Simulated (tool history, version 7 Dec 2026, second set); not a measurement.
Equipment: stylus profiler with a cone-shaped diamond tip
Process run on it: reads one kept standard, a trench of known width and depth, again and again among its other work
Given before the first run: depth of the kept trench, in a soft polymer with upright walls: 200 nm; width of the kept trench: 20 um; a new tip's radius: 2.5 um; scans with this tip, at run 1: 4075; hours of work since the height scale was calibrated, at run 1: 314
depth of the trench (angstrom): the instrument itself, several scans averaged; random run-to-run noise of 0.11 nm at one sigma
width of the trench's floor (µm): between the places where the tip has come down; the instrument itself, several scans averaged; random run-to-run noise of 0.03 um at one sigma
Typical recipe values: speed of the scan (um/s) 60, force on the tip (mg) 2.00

run   hour  speed of the scan (um/s)  force on the tip (mg)  scans with this tip  hours of work since the height scale was calibrated  depth of the trench (angstrom)  width of the trench's floor (µm)
  1    0.0                        60                   2.00                 4075                                                  314                          2024.6                             17.79
  2   29.0                        60                   2.00                 4231                                                  326                          2023.6                             17.72
  3   70.9                        60                   2.00                 4455                                                  344                          2027.7                             17.68
  4  113.0                        60                   2.00                 4680                                                  361                          2023.8                             17.75
  5  143.5                        60                   2.00                 4843                                                  373                          2025.7                             17.71
  6  180.4                        60                   2.00                 5041                                                  389                          2026.4                             17.72
  7  223.1                        60                   2.00                 5269                                                  406                          2025.7                             17.71
  8  250.5                        60                   2.00                 5415                                                  418                          2023.6                             17.68
  9  272.6                        60                   0.83                 5534                                                  427                          2013.7                             17.61
 10  300.9                        60                   0.83                 5685                                                  438                          2012.7                             17.56
 11  333.3                        60                   0.83                 5859                                                  452                          2013.5                             17.56
 12  370.1                        37                   2.05                 6056                                                  467                          2026.2                             17.67
 13  394.2                        71                   3.69                 6184                                                  477                          2038.6                             17.66
 14  413.9                        71                   3.27                 6290                                                  485                          2034.6                             17.61
 15  452.8                        71                   3.27                 6498                                                  501                          2034.7                             17.64
 16  473.4                       145                   3.28                 6608                                                  510                          2034.9                             17.53
 17  506.0                       150                   0.74                 6782                                                  523                          2012.8                             17.23
 18  535.7                        35                   3.00                 6941                                                  535                          2033.0                             17.67
 19  556.6                        45                   5.85                 7053                                                  544                          2053.5                             17.76
 20  581.7                        29                   1.55                 7187                                                  554                          2021.8                             17.69
 21  617.2                        16                   1.55                 7377                                                  569                          2019.1                             17.70
 22  647.9                       108                   3.52                 7541                                                  582                          2037.5                             17.55

3 options for the next run, each taken on its own from the tool as it stands now. Forecast them:
  A  682.4                        29                   5.74                 7726                                                  596                               ?                                 ?
  B  682.4                        90                   0.80                 7726                                                  596                               ?                                 ?
  C  682.4                        60                   3.76                 7726                                                  596                               ?                                 ?

run  depth of the trench (angstrom)  width of the trench's floor (µm)
  A                          2050.0                             17.66
  B                          2010.8                             17.43
  C                          2037.3                             17.64
Without the tool's hidden state the same runs would have given:
run  depth of the trench (angstrom)  width of the trench's floor (µm)
  A                          2052.4                             17.97
  B                          2013.1                             17.75
  C                          2039.7                             17.96
